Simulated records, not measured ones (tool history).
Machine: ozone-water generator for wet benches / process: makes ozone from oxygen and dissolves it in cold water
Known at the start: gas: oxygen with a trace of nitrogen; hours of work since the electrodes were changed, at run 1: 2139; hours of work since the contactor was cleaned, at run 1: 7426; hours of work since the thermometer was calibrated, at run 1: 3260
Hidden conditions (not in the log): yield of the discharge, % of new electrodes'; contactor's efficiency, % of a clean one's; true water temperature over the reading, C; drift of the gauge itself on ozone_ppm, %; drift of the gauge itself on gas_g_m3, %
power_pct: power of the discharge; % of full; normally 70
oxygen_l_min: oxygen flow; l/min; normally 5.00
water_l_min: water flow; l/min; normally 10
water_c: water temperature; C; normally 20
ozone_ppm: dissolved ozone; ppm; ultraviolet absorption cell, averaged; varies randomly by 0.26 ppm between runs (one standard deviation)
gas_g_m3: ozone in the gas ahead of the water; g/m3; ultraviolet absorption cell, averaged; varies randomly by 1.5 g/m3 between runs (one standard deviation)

run	hour	power_pct	oxygen_l_min	water_l_min	water_c	hours of work since the electrodes were changed	hours of work since the contactor was cleaned	hours of work since the thermometer was calibrated	ozone_ppm	gas_g_m3
1	0.0	70	5.00	10	20	2139	7426	3260	35.2	264.6
# hour 34.1: contactor cleaned
2	58.4	70	5.00	10	20	2178	18	3299	38.0	264.1
3	112.0	70	5.00	10	20	2217	56	3338	37.5	262.8
4	190.2	70	5.00	10	20	2273	113	3395	37.8	262.7
5	269.2	70	5.00	10	20	2331	170	3452	37.3	261.9
6	364.7	70	5.00	10	20	2400	239	3521	37.7	262.0
7	461.0	70	5.00	10	20	2469	309	3590	36.9	263.2
8	575.8	70	5.00	11	20	2552	392	3674	35.1	259.3
9	653.7	70	5.00	11	20	2609	448	3730	35.1	259.5
10	755.4	70	5.00	11	13	2682	522	3804	39.5	260.8
11	860.1	70	5.00	11	13	2758	598	3879	39.3	260.3
12	909.3	70	5.00	11	13	2794	633	3915	39.5	257.5
13	997.5	70	5.00	10	20	2858	697	3979	36.6	259.7
14	1065.4	70	5.00	10	20	2907	746	4028	37.2	258.5
15	1116.5	70	5.00	10	20	2944	783	4065	36.4	256.2
16	1217.3	70	5.00	10	20	3017	856	4138	36.4	257.6
17	1295.9	70	6.55	10	20	3074	913	4195	33.9	218.8
18	1349.2	70	6.47	6	20	3112	952	4233	42.8	217.7
19	1448.2	70	5.00	6	20	3184	1023	4305	47.0	254.2
# hour 1458.5: water thermometer calibrated
20	1497.3	70	5.00	6	20	3219	1058	28	47.5	257.0
21	1566.9	70	5.27	7	15	3269	1109	78	48.2	249.6
22	1652.8	70	5.27	7	15	3331	1171	141	48.4	250.0
23	1703.3	70	2.73	8	20	3368	1208	177	46.9	372.3
24	1753.0	53	2.66	13	15	3404	1243	213	29.9	322.9
25	1841.1	53	2.66	13	15	3468	1307	277	30.0	325.5
26	1908.6	53	2.53	13	15	3517	1356	326	29.2	334.2
27	2011.0	53	2.53	13	15	3591	1430	400	29.6	332.9
# hour 2063.0: water thermometer calibrated, once more
28	2125.1	85	3.14	9	21	3673	1512	45	45.8	376.8
29	2205.4	85	3.14	9	21	3731	1570	103	46.7	376.5
30	2259.1	56	4.52	7	20	3770	1609	142	40.0	238.9
31	2374.7	47	5.00	10	20	3853	1693	226	28.7	202.2
32	2448.1	68	8.27	6	24	3907	1746	279	33.9	180.5

How would selected steps in ozone_ppm from run to run divide? Give the signed amount a tool lacking its hidden state would still show from settings, what came in and random variation, and the signed amount left for the hidden state, including any gauge scatter that is not in both of the compared results.
Run 1 -> 2: contactor cleaned. ozone_ppm +2.8 ppm: hidden state +2.6, all else +0.2.
Run 23 -> 24: power_pct 70 -> 53, oxygen_l_min 2.73 -> 2.66, water_l_min 8 -> 13, water_c 20 -> 15. ozone_ppm -17.0 ppm: hidden state +2.1, all else -19.1.
Run 27 -> 28: power_pct 53 -> 85, oxygen_l_min 2.53 -> 3.14, water_l_min 13 -> 9, water_c 15 -> 21, water thermometer calibrated, once more. ozone_ppm +16.2 ppm: hidden state -2.4, all else +18.6.
Run 30 -> 31: power_pct 56 -> 47, oxygen_l_min 4.52 -> 5.00, water_l_min 7 -> 10. ozone_ppm -11.3 ppm: hidden state +1.2, all else -12.5.
